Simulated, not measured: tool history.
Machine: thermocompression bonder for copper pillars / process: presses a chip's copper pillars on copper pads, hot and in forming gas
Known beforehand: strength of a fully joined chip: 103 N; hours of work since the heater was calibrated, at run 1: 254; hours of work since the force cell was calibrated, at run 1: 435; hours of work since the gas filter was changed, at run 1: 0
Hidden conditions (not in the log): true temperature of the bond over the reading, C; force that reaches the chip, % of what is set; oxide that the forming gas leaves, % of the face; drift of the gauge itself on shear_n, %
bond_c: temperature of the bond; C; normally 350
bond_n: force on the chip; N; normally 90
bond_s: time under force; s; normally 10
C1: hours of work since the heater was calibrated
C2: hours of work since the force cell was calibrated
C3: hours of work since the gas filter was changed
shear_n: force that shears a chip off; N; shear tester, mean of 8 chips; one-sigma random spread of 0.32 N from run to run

run 1 hour=0 | bond_c=350 bond_n=90 bond_s=10 | C1=254 C2=435 C3=0 | shear_n=75.8
run 2 hour=19.5 | bond_c=350 bond_n=90 bond_s=10 | C1=266 C2=447 C3=12 | shear_n=76.3
run 3 hour=31.3 | bond_c=350 bond_n=90 bond_s=10 | C1=273 C2=454 C3=19 | shear_n=75.6
run 4 hour=48.6 | bond_c=350 bond_n=105 bond_s=10 | C1=284 C2=465 C3=30 | shear_n=80
run 5 hour=65.6 | bond_c=350 bond_n=105 bond_s=13 | C1=294 C2=475 C3=40 | shear_n=84
run 6 hour=85.9 | bond_c=350 bond_n=105 bond_s=13 | C1=307 C2=488 C3=53 | shear_n=84
run 7 hour=106.1 | bond_c=350 bond_n=105 bond_s=13 | C1=319 C2=500 C3=65 | shear_n=83.4
run 8 hour=123 | bond_c=350 bond_n=90 bond_s=12 | C1=329 C2=511 C3=75 | shear_n=78.2
run 9 hour=142.1 | bond_c=350 bond_n=90 bond_s=12 | C1=341 C2=522 C3=87 | shear_n=78
run 10 hour=156 | bond_c=362 bond_n=90 bond_s=10 | C1=350 C2=531 C3=96 | shear_n=80.9
run 11 hour=169.2 | bond_c=350 bond_n=100 bond_s=10 | C1=358 C2=539 C3=104 | shear_n=77.5
run 12 hour=188.2 | bond_c=374 bond_n=68 bond_s=16 | C1=369 C2=550 C3=115 | shear_n=86.7
run 13 hour=197.4 | bond_c=374 bond_n=68 bond_s=16 | C1=375 C2=556 C3=121 | shear_n=86.9
run 14 hour=209.4 | bond_c=343 bond_n=61 bond_s=20 | C1=382 C2=564 C3=128 | shear_n=71.3
run 15 hour=220.5 | bond_c=374 bond_n=119 bond_s=9 | C1=389 C2=570 C3=135 | shear_n=90.8
run 16 hour=241.1 | bond_c=374 bond_n=119 bond_s=9 | C1=402 C2=583 C3=148 | shear_n=89.9
run 17 hour=251.6 | bond_c=343 bond_n=90 bond_s=18 | C1=408 C2=589 C3=154 | shear_n=79.5
-- hour=262.9 gauge calibrated
run 18 hour=268.7 | bond_c=343 bond_n=116 bond_s=11 | C1=419 C2=600 C3=165 | shear_n=80.4
run 19 hour=279 | bond_c=343 bond_n=64 bond_s=26 | C1=425 C2=606 C3=171 | shear_n=78.4
run 20 hour=295 | bond_c=330 bond_n=82 bond_s=26 | C1=435 C2=616 C3=181 | shear_n=77.6
run 21 hour=312.5 | bond_c=350 bond_n=69 bond_s=5 | C1=446 C2=627 C3=191 | shear_n=54.5
run 22 hour=322 | bond_c=350 bond_n=56 bond_s=13 | C1=451 C2=633 C3=197 | shear_n=65.3

4 ways to go on from here, each from the tool as it stands after run 22. What would each give?
run A hour=333.6 | bond_c=350 bond_n=90 bond_s=17 | C1=458 C2=640 C3=204 | shear_n=?
run B hour=333.6 | bond_c=365 bond_n=94 bond_s=5 | C1=458 C2=640 C3=204 | shear_n=?
run C hour=333.6 | bond_c=344 bond_n=56 bond_s=12 | C1=458 C2=640 C3=204 | shear_n=?
run D hour=333.6 | bond_c=343 bond_n=81 bond_s=13 | C1=458 C2=640 C3=204 | shear_n=?

run=A shear_n=84.3
run=B shear_n=73
run=C shear_n=61.3
run=D shear_n=72
What these runs would have given with no unlogged condition in the tool:
run=A shear_n=85.1
run=B shear_n=73.6
run=C shear_n=61.9
run=D shear_n=72.7

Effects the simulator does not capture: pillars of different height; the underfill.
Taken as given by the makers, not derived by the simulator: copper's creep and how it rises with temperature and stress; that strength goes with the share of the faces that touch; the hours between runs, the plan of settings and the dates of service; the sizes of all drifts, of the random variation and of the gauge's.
